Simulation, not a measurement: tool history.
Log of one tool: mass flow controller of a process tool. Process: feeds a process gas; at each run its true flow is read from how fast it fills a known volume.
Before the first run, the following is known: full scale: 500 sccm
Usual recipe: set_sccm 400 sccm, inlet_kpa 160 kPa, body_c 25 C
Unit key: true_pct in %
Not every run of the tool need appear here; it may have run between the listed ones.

run	day	set_sccm	inlet_kpa	body_c	true_pct
1	0	400	160	25	99.45
2	11.454	400	146	25	99.36
3	16.975	400	146	25	99.21
4	27.358	400	146	25	99.02
5	35.117	400	160	37	97.66
6	46.546	400	144	37	97.26
7	52.771	400	160	25	98.6
8	64.725	400	160	25	98.47
9	72.738	400	163	25	98.32
10	79.342	400	222	25	98.35
11	89.929	400	222	25	98.2
12	97.388	400	222	25	98.02
13	106.317	400	160	36	96.63
14	119.492	400	160	36	96.3
15	126.862	400	160	36	96.33
16	138.225	400	160	36	98.25
17	145.692	493	160	35	98.44
18	156.221	493	160	35	98.42
19	166.825	128	177	25	97.53
20	179.712	400	160	25	98.62
21	186.225	457	162	21	99.38
22	197.238	76	191	20	97.57
23	205.688	76	191	20	97.31
24	218.833	103	191	20	97.13
25	225.012	110	229	25	96.73
26	232.196	110	239	25	96.6
27	244.104	103	160	26	96.16
28	252.433	172	160	35	95.27
29	263.188	54	151	21	96.17
30	272.558	400	194	29	96.83

Not shown here: 2 entries made in the log between runs. Locate each between two listed runs and compare the hidden state at the listed run before it with the hidden state at the listed run after it:
Between runs 5 and 6: controller's zero set anew (day 40.846)
  flow at rest that the sensor doesn't see, % of full scale: 0.007 -> 0.001; drift of the gauge itself on true_pct, %: -0.54 -> -0.71
  measured less the result without the state, true_pct: -0.53 -> -0.72 %
Between runs 15 and 16: gauge calibrated (day 129.692)
  true flow over the shown one, %: -0.01 -> -0.02; drift of the gauge itself on true_pct, %: -1.95 -> -0.13
  measured less the result without the state, true_pct: -1.93 -> -0.15 %
